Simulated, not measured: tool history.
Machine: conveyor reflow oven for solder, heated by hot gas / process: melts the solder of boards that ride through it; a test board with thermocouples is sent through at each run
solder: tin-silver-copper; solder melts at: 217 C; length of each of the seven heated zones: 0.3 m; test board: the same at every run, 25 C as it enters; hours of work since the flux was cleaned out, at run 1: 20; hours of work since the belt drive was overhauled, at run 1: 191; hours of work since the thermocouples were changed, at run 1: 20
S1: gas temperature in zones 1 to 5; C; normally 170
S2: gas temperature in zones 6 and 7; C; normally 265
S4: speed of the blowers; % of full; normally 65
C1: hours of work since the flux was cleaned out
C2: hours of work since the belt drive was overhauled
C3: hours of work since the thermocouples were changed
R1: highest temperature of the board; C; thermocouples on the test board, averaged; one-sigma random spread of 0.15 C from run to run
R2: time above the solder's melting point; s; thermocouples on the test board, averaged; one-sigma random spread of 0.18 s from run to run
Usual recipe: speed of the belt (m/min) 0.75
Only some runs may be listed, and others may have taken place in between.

{"run": 1, "hour": 0.0, "S1": 170, "S2": 265, "speed of the belt (m/min)": 0.75, "S4": 65, "C1": 20, "C2": 191, "C3": 20, "R1": 246.9, "R2": 32.3}
{"run": 2, "hour": 14.0, "S1": 170, "S2": 265, "speed of the belt (m/min)": 0.75, "S4": 65, "C1": 31, "C2": 202, "C3": 31, "R1": 246.8, "R2": 32.1}
{"run": 3, "hour": 28.3, "S1": 170, "S2": 265, "speed of the belt (m/min)": 0.75, "S4": 65, "C1": 42, "C2": 213, "C3": 42, "R1": 246.8, "R2": 32.4}
{"run": 4, "hour": 36.8, "S1": 170, "S2": 265, "speed of the belt (m/min)": 0.75, "S4": 65, "C1": 49, "C2": 220, "C3": 49, "R1": 246.7, "R2": 31.7}
{"run": 5, "hour": 50.8, "S1": 170, "S2": 265, "speed of the belt (m/min)": 0.75, "S4": 65, "C1": 60, "C2": 231, "C3": 60, "R1": 246.6, "R2": 31.7}
{"run": 6, "hour": 66.6, "S1": 180, "S2": 271, "speed of the belt (m/min)": 0.75, "S4": 69, "C1": 72, "C2": 244, "C3": 72, "R1": 254.5, "R2": 38.4}
{"run": 7, "hour": 81.8, "S1": 179, "S2": 265, "speed of the belt (m/min)": 0.75, "S4": 65, "C1": 84, "C2": 256, "C3": 84, "R1": 248.5, "R2": 35.3}
{"run": 8, "hour": 96.3, "S1": 179, "S2": 273, "speed of the belt (m/min)": 0.684, "S4": 71, "C1": 96, "C2": 267, "C3": 96, "R1": 259.5, "R2": 44}
{"run": 9, "hour": 113.0, "S1": 163, "S2": 256, "speed of the belt (m/min)": 0.765, "S4": 68, "C1": 109, "C2": 280, "C3": 109, "R1": 237.7, "R2": 24.5}
{"run": 10, "hour": 128.6, "S1": 163, "S2": 256, "speed of the belt (m/min)": 0.765, "S4": 68, "C1": 121, "C2": 293, "C3": 121, "R1": 237.7, "R2": 24.4}

Predict each of these 5 candidate next runs independently; none follows another, all start after run 10:
{"run": "A", "hour": 146.2, "S1": 163, "S2": 256, "speed of the belt (m/min)": 0.77, "S4": 70, "C1": 135, "C2": 306, "C3": 135, "R1": "?", "R2": "?"}
{"run": "B", "hour": 146.2, "S1": 163, "S2": 256, "speed of the belt (m/min)": 0.738, "S4": 61, "C1": 135, "C2": 306, "C3": 135, "R1": "?", "R2": "?"}
{"run": "C", "hour": 146.2, "S1": 155, "S2": 265, "speed of the belt (m/min)": 0.75, "S4": 87, "C1": 135, "C2": 306, "C3": 135, "R1": "?", "R2": "?"}
{"run": "D", "hour": 146.2, "S1": 173, "S2": 265, "speed of the belt (m/min)": 0.75, "S4": 65, "C1": 135, "C2": 306, "C3": 135, "R1": "?", "R2": "?"}
{"run": "E", "hour": 146.2, "S1": 170, "S2": 271, "speed of the belt (m/min)": 0.606, "S4": 79, "C1": 135, "C2": 306, "C3": 135, "R1": "?", "R2": "?"}

run=A R1=237.6 R2=24.7
run=B R1=236.5 R2=24.4
run=C R1=249.3 R2=31.5
run=D R1=246.9 R2=33
run=E R1=261.2 R2=49
The same runs, with their run-to-run variation unchanged, on a tool lacking any hidden condition would have given:
run=A R1=238.7 R2=25.5
run=B R1=237.4 R2=25.1
run=C R1=250.6 R2=32.1
run=D R1=247.8 R2=33.4
run=E R1=262 R2=49.1
